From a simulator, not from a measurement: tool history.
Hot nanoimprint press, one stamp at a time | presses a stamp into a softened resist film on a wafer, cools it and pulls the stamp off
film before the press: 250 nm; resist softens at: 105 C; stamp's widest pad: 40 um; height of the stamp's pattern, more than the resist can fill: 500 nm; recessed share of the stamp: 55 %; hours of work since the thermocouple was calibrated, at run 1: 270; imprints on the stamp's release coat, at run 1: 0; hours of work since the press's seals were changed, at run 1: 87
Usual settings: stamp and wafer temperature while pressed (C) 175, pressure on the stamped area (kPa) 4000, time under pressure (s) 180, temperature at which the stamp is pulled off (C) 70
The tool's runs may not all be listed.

run   hour  stamp and wafer temperature while pressed (C)  pressure on the stamped area (kPa)  time under pressure (s)  temperature at which the stamp is pulled off (C)  hours of work since the thermocouple was calibrated  imprints on the stamp's release coat  hours of work since the press's seals were changed  resist left under the stamp's widest pad (nm)  greatest force while the stamp is pulled off (N)
  1      0                                            175                                4000                      180                                                70                                                  270                                     0                                                  87                                           93.3                                               182
  2    6.5                                            175                                4000                      180                                                70                                                  275                                    31                                                  92                                           93.4                                               183
  3   12.1                                            175                                4000                      180                                                70                                                  279                                    57                                                  96                                           93.6                                               181
  4   17.1                                            175                                4000                      180                                                70                                                  283                                    81                                                  99                                           93.8                                               189
  5   22.6                                            175                                4000                      180                                                58                                                  287                                   107                                                 103                                           93.5                                               257
  6   30.2                                            175                                4000                      180                                                58                                                  292                                   144                                                 109                                           93.8                                               255
  7   35.9                                            175                                4000                      180                                                58                                                  297                                   171                                                 113                                           93.8                                               270
  8     40                                            175                                4000                      180                                                58                                                  300                                   191                                                 116                                           93.2                                               267
  9   45.2                                            175                                3720                      180                                                70                                                  304                                   215                                                 120                                           97.3                                               196
 10   54.1                                            175                                4020                      180                                                70                                                  310                                   258                                                 127                                           93.6                                               197
 11   60.8                                            175                                4020                      180                                                70                                                  315                                   290                                                 132                                             93                                               207
      64.6  -- plate thermocouple calibrated
 12   70.3                                            175                                4020                      180                                                70                                                    4                                   321                                                 137                                           91.4                                               197
 13   77.3                                            183                                5930                      180                                                70                                                    9                                   354                                                 142                                           57.7                                               209
      82.3  -- plate thermocouple calibrated, once more
 14   87.3                                            179                                4000                      311                                                56                                                    4                                   388                                                 147                                           67.9                                               302
 15     95                                            174                                4520                      236                                                61                                                    9                                   424                                                 153                                           84.4                                               282
 16  100.4                                            174                                4520                      236                                                61                                                   13                                   450                                                 157                                           84.9                                               279
 17  104.5                                            176                                3530                      180                                                71                                                   16                                   470                                                 160                                           99.5                                               206
 18  113.2                                            181                                5230                      209                                                75                                                   23                                   511                                                 166                                           65.4                                               188
 19  117.7                                            182                                5230                      209                                                75                                                   26                                   533                                                 169                                           63.3                                               207

3 ways to go on from here, each from the tool as it stands after run 19. What would each give?
  A  126.6                                            176                                3260                      180                                                57                                                   33                                   575                                                 176                                              ?                                                 ?
  B  126.6                                            175                                4060                      270                                                59                                                   33                                   575                                                 176                                              ?                                                 ?
  C  126.6                                            169                                5230                      209                                                75                                                   33                                   575                                                 176                                              ?                                                 ?

run  resist left under the stamp's widest pad (nm)  greatest force while the stamp is pulled off (N)
  A                                          103.3                                               321
  B                                           81.4                                               312
  C                                           97.9                                               193
Without the tool's hidden state the same runs would have given:
run  resist left under the stamp's widest pad (nm)  greatest force while the stamp is pulled off (N)
  A                                          102.9                                               261
  B                                             81                                               254
  C                                           97.3                                               157
